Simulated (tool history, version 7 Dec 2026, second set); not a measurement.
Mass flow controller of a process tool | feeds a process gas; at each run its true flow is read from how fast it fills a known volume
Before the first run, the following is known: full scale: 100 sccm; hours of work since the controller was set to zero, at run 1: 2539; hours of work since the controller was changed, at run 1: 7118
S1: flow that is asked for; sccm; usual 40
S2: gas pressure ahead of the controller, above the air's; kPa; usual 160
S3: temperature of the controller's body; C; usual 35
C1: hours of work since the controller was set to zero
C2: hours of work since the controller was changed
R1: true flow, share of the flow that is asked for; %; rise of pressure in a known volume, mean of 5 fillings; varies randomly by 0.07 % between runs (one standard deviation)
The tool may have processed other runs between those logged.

| run | hour | S1 | S2 | S3 | C1 | C2 | R1 |
|---|---|---|---|---|---|---|---|
| 1 | 0 | 40 | 160 | 35 | 2539 | 7118 | 97.03 |
| 2 | 494.7 | 40 | 160 | 35 | 2735 | 7314 | 97.12 |
| 3 | 945.7 | 40 | 192 | 35 | 2914 | 7493 | 97.27 |
| 4 | 1264.6 | 40 | 192 | 35 | 3041 | 7620 | 97.3 |
| 5 | 1719.8 | 40 | 192 | 35 | 3222 | 7801 | 97.31 |
| 6 | 2175.9 | 40 | 192 | 35 | 3403 | 7982 | 97.25 |
| 7 | 2645.5 | 40 | 192 | 35 | 3590 | 8169 | 97.26 |
| 8 | 3067.8 | 40 | 160 | 35 | 3758 | 8337 | 97.11 |
| 9 | 3554.2 | 72 | 160 | 35 | 3951 | 8530 | 98.23 |
| 10 | 3899.8 | 72 | 160 | 35 | 4088 | 8667 | 98.34 |
|  | 3985.5 | controller exchanged for a calibrated one |
| 11 | 4340.1 | 40 | 160 | 26 | 141 | 141 | 97.7 |
| 12 | 4817.7 | 62 | 160 | 35 | 331 | 331 | 97.92 |
| 13 | 5261.7 | 40 | 160 | 35 | 507 | 507 | 97.04 |
| 14 | 5642.6 | 40 | 160 | 35 | 658 | 658 | 97.15 |
| 15 | 6104.1 | 40 | 269 | 35 | 842 | 842 | 97.65 |
| 16 | 6369.8 | 40 | 269 | 35 | 947 | 947 | 97.49 |
| 17 | 6679.3 | 40 | 269 | 35 | 1070 | 1070 | 97.57 |
| 18 | 7018.6 | 40 | 269 | 35 | 1205 | 1205 | 97.54 |
| 19 | 7250.8 | 40 | 269 | 35 | 1297 | 1297 | 97.45 |
| 20 | 7619.5 | 40 | 269 | 35 | 1444 | 1444 | 97.79 |
| 21 | 7956.6 | 40 | 269 | 35 | 1578 | 1578 | 97.54 |
| 22 | 8428.9 | 18 | 160 | 35 | 1765 | 1765 | 96.42 |
| 23 | 8635.9 | 40 | 160 | 32 | 1848 | 1848 | 97.45 |
| 24 | 9107.6 | 40 | 160 | 32 | 2035 | 2035 | 97.35 |
| 25 | 9517.9 | 20 | 270 | 23 | 2198 | 2198 | 97.69 |
| 26 | 9760 | 40 | 151 | 35 | 2294 | 2294 | 97.24 |
| 27 | 10078.7 | 80 | 272 | 21 | 2421 | 2421 | 99.96 |
| 28 | 10556 | 80 | 272 | 21 | 2611 | 2611 | 100 |
| 29 | 10950.4 | 80 | 272 | 21 | 2767 | 2767 | 99.93 |
| 30 | 11404.4 | 70 | 190 | 33 | 2948 | 2948 | 98.31 |
| 31 | 11856.1 | 40 | 232 | 35 | 3127 | 3127 | 97.45 |
| 32 | 12352.7 | 40 | 232 | 35 | 3324 | 3324 | 97.38 |
| 33 | 12826.8 | 22 | 169 | 22 | 3513 | 3513 | 97.4 |
| 34 | 13231 | 22 | 215 | 26 | 3673 | 3673 | 97.39 |
| 35 | 13563.2 | 22 | 215 | 26 | 3805 | 3805 | 97.34 |
| 36 | 13952.4 | 40 | 160 | 29 | 3960 | 3960 | 97.52 |
| 37 | 14359 | 40 | 159 | 26 | 4121 | 4121 | 97.63 |
| 38 | 14816.1 | 40 | 159 | 26 | 4303 | 4303 | 97.8 |
| 39 | 15036.8 | 40 | 159 | 26 | 4391 | 4391 | 97.7 |
|  | 15248.5 | controller's zero set anew |
| 40 | 15457.1 | 13 | 206 | 23 | 83 | 4558 | 97.28 |
| 41 | 15788.4 | 77 | 160 | 39 | 214 | 4689 | 98.2 |
| 42 | 16060.6 | 77 | 160 | 39 | 323 | 4797 | 98.21 |
| 43 | 16491.3 | 19 | 158 | 25 | 494 | 4968 | 96.91 |
| 44 | 16929.5 | 25 | 253 | 24 | 668 | 5143 | 97.84 |
| 45 | 17256.5 | 19 | 170 | 35 | 798 | 5272 | 96.45 |
| 46 | 17722.1 | 40 | 160 | 24 | 983 | 5457 | 97.81 |
| 47 | 18189.6 | 16 | 216 | 36 | 1169 | 5643 | 96.55 |

Branching from run 47: 5 alternative next runs. What would each branch give?
| A | 18470.5 | 16 | 176 | 36 | 1280 | 5755 | ? |
| B | 18470.5 | 16 | 205 | 36 | 1280 | 5755 | ? |
| C | 18470.5 | 13 | 217 | 35 | 1280 | 5755 | ? |
| D | 18470.5 | 16 | 160 | 36 | 1280 | 5755 | ? |
| E | 18470.5 | 19 | 182 | 39 | 1280 | 5755 | ? |

| run | R1 |
|---|---|
| A | 96.3 |
| B | 96.53 |
| C | 96.43 |
| D | 96.11 |
| E | 96.26 |
The same runs, with their run-to-run variation unchanged, on a tool lacking any hidden condition would have given:
| run | R1 |
|---|---|
| A | 96.31 |
| B | 96.54 |
| C | 96.44 |
| D | 96.12 |
| E | 96.27 |

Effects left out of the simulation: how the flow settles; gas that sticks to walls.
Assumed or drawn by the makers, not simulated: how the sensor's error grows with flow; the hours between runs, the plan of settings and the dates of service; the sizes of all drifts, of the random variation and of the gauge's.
